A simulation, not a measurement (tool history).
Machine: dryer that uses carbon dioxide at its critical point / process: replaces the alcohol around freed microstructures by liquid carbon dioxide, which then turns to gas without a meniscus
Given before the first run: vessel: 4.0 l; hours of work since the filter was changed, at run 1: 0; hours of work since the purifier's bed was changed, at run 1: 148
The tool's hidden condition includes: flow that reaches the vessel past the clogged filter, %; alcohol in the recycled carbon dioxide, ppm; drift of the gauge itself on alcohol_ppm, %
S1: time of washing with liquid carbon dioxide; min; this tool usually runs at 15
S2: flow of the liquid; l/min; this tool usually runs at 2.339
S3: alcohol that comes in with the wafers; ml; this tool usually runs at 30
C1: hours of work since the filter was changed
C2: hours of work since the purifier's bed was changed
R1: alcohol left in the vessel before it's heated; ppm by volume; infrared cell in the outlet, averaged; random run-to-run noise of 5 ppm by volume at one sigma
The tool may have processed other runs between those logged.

run,hour,S1,S2,S3,C1,C2,R1
1,0,15,2.339,30,0,148,39
2,26.5,19,2.339,30,12,160,41
3,46.4,19,2.339,30,21,169,42
4,68.6,19,2.339,30,30,179,48
5,94.2,19,2.339,30,42,190,48
6,122.6,19,2.339,30,54,203,37
7,140,15,2.339,30,62,211,61
8,159.5,15,2.339,30,71,219,60
9,183,15,2.339,30,81,230,76
10,204.8,15,2.339,30,91,239,75
11,221.3,15,2.339,30,98,247,71
12,252.4,15,2.339,30,112,260,79
13,280.1,15,2.339,117,124,273,113
14,296.3,15,2.339,117,132,280,118
15,311,15,2.339,117,138,286,127
16,334,15,2.339,117,148,297,129
17,352.6,15,2.339,79,157,305,121
# hour 369.7: inlet filter changed
18,376.4,15,2.339,30,3,315,85
19,400.3,15,2.339,30,14,326,76
20,414.8,15,2.339,30,20,332,87
21,439.9,15,2.339,30,31,343,93
22,462.4,15,2.339,30,41,353,83
23,485.5,15,2.339,30,51,364,90
24,513.7,15,2.339,49,64,376,107
25,537.7,9,1.85,56,75,387,767
26,565.3,19,1.85,93,87,399,119
27,579.6,19,1.85,93,93,405,131
28,597,19,1.85,93,101,413,138
29,614.5,9,1.49,73,109,421,1764
30,637.8,9,2.57,64,119,431,355
31,655.8,9,2.57,64,127,439,358
32,675.3,9,3.4,37,136,448,136
33,700.8,9,2.94,37,147,459,175
34,714.2,11,2.08,119,153,465,659
# hour 740.4: inlet filter changed
35,741.1,11,2.08,119,0,477,469
36,756.1,13,2.08,119,7,483,283
37,787.6,13,2.08,119,21,497,284
38,810.4,24,3.68,55,31,507,104
39,824.7,11,3.68,55,37,514,110
40,845.6,19,2.8,30,47,523,109
41,867.8,19,2.59,52,57,533,109
42,890.8,18,1.58,34,67,543,165
43,911.4,15,2.339,92,76,552,148
44,943.7,15,2.339,26,90,567,124
45,968.6,15,2.339,26,101,578,126
46,996.4,15,2.339,26,114,590,131

Below are 5 alternative next runs, each starting from the tool's condition after run 46. Predict each:
A,1025.5,15,3.45,26,127,603,?
B,1025.5,17,3.84,41,127,603,?
C,1025.5,18,2.339,39,127,603,?
D,1025.5,12,2.339,26,127,603,?
E,1025.5,15,2.79,26,127,603,?

run,R1
A,130
B,129
C,132
D,162
E,133
Without the tool's unlogged condition, the same runs would have read:
run,R1
A,11
B,11
C,9
D,28
E,12

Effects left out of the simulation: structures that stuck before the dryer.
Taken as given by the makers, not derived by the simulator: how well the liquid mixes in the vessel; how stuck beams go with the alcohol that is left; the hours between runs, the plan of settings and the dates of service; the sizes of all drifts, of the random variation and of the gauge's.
